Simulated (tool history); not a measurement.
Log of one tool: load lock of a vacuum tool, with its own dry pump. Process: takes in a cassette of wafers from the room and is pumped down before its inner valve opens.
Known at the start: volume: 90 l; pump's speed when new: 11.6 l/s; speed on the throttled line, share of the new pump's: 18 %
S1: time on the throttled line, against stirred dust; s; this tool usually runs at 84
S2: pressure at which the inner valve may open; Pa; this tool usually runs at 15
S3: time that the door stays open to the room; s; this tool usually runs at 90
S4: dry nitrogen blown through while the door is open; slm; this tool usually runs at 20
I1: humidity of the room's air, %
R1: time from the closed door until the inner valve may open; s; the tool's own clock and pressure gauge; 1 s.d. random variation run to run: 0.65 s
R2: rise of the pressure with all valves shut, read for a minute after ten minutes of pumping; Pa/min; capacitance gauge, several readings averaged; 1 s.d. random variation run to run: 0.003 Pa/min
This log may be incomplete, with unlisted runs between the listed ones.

run    hour   S1  S2   S3  S4    I1     R1     R2
  1       0   84  15   90  20  44.5  138.5  0.055
  2   296.6   84  15   90   8  47.1  139.9  0.081
  3   483.7   84  15   90   8  44.4  139.3  0.073
  4   733.3   84  15   90   8  42.8  139.6  0.078
  5   992.3   84  15   90   7  50.2  140.6  0.088
  6  1273.5   84  15   90   7  48.9  141.2   0.09
  7  1539.7   84  15   90  20  43.8  141.5  0.078
  8  1861.5   84  15   90   4  45.2  141.2  0.103
  9  2136.7   84  15   90   4  44.8  142.1  0.104
 10  2380.5   84  15   90   4  45.7  141.1    0.1
 11  2704.4   84  15   90   4  45.2  141.6  0.108
 12  2928.2   84  15   90   4  46.7  141.4  0.112
 13  3139.4   84  15   90   4  43.6  142.5  0.108
 14    3361   84  15   33  20  45.7  141.2  0.079
 15  3508.3   84  15   33  20  44.6  142.7  0.081
 16  3782.7   84  15  148  20  45.5  142.8  0.124
 17  4084.8   84  15  148  20  44.2  143.1  0.125
 18  4271.7   84  15   90  20  45.2  142.5  0.117
 19  4597.1   84  15   90  20  42.2  143.3  0.117
 20  4851.6   68  15   90  29  47.5  129.9   0.12
 21  5178.8   43  15  172  20  44.6  112.4   0.14
 22  5460.9   84  15   77  20    48  143.7  0.126
 23  5756.6   66  19  112  17  46.7  128.3  0.147
 24  6051.4   82  11   94  18  42.9    147  0.144
 25  6305.6   82  11   94  18    48  147.9  0.156
 26  6458.5   86  14   56  37    44  148.1  0.126
 27  6772.8   84  28   90  20    45    140   0.16
 28    6947   84  15   39  20  44.4  145.5   0.14
 29  7256.3   84  15   39  20    44  147.3  0.146
 30  7398.8   84  15   39  20  42.7  145.4  0.146
 31  7559.8   61  10   90  20  46.1  132.4   0.17
 32  7790.4   61  10   90  20  44.6  132.9  0.171
 33    8013   61  10   90  20  44.1  133.1  0.171
 34  8289.9   84  13   90  20  43.8  150.3  0.181
 35  8541.7  138  10   90  12    39  195.5   0.19
 36  8709.7  127  15   96  30  45.5  180.7  0.185
 37  8996.5   69  15   90  16  44.3  136.4  0.202

Difference, measured minus no-hidden-state, one row per run. Run-to-run variation is common to both terms; the gauge's own scatter need not be:
The tool's hidden condition here consists of: pump's speed, % of a new pump's; leak at the door's seal, Pa l/s; drift of the gauge itself on ready_s, %; drift of the gauge itself on rise_pa_min, %.
run     R1      R2
  1   +1.9  +0.018
  2   +2.1  +0.022
  3   +2.3  +0.023
  4   +2.5  +0.026
  5   +2.8  +0.027
  6     +3   +0.03
  7   +3.3  +0.034
  8   +3.6  +0.037
  9   +3.9  +0.041
 10     +4  +0.044
 11   +4.4  +0.047
 12   +4.5   +0.05
 13   +4.8  +0.054
 14   +4.9  +0.057
 15   +5.1  +0.058
 16   +5.5  +0.063
 17   +5.9  +0.068
 18   +5.9   +0.07
 19   +6.2  +0.077
 20   +6.8   +0.08
 21   +7.9  +0.084
 22   +7.3  +0.089
 23   +7.7  +0.095
 24   +8.3    +0.1
 25   +8.6  +0.105
 26   +8.5  +0.108
 27     +8  +0.113
 28   +8.9  +0.115
 29   +9.4  +0.121
 30   +9.5  +0.122
 31  +10.9  +0.125
 32  +11.4  +0.131
 33  +11.6  +0.134
 34  +10.8  +0.142
 35   +9.6  +0.146
 36   +9.5  +0.148
 37  +11.8  +0.157
